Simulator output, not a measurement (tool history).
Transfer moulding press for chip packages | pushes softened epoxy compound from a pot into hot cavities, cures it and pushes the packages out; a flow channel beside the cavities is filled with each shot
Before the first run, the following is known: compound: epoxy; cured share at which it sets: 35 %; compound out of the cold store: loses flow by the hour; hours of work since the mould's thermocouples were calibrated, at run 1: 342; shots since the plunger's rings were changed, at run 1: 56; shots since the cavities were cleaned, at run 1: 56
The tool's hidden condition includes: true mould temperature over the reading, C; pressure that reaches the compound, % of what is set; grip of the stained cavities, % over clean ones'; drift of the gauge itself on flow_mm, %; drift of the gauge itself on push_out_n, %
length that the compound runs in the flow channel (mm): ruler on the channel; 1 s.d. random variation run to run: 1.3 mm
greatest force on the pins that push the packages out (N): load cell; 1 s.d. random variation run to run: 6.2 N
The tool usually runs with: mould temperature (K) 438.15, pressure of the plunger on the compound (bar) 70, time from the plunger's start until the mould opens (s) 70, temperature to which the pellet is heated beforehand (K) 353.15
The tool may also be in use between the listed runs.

run,hour,mould temperature (K),pressure of the plunger on the compound (bar),time from the plunger's start until the mould opens (s),temperature to which the pellet is heated beforehand (K),hours of work since the mould's thermocouples were calibrated,shots since the plunger's rings were changed,shots since the cavities were cleaned,incoming compound's hours out of the cold store,length that the compound runs in the flow channel (mm),greatest force on the pins that push the packages out (N)
1,0.0,438.15,70,70,353.15,342,56,56,15.3,641,283
2,11.0,438.15,70,70,353.15,351,270,270,11.1,651,378
3,22.0,438.15,70,70,353.15,359,482,482,43.3,575,419
# hour 24.5: cavities cleaned with cleaning compound and waxed
4,40.3,438.15,70,70,353.15,372,808,307,26.0,611,379
# hour 52.3: cavities cleaned with cleaning compound and waxed
5,56.9,438.15,70,70,353.15,384,1101,88,12.3,644,298
6,70.9,438.15,70,70,353.15,394,1372,359,44.5,569,384

Predict the results of run 7:
# hour 79.1: cavities cleaned with cleaning compound and waxed
7,85.7,438.15,70,70,353.15,405,1631,129,22.5,?,?

Logged for run 7: length that the compound runs in the flow channel (mm) 612, greatest force on the pins that push the packages out (N) 320.
Without the tool's hidden state the same run would have given length that the compound runs in the flow channel (mm) 622, greatest force on the pins that push the packages out (N) 244.

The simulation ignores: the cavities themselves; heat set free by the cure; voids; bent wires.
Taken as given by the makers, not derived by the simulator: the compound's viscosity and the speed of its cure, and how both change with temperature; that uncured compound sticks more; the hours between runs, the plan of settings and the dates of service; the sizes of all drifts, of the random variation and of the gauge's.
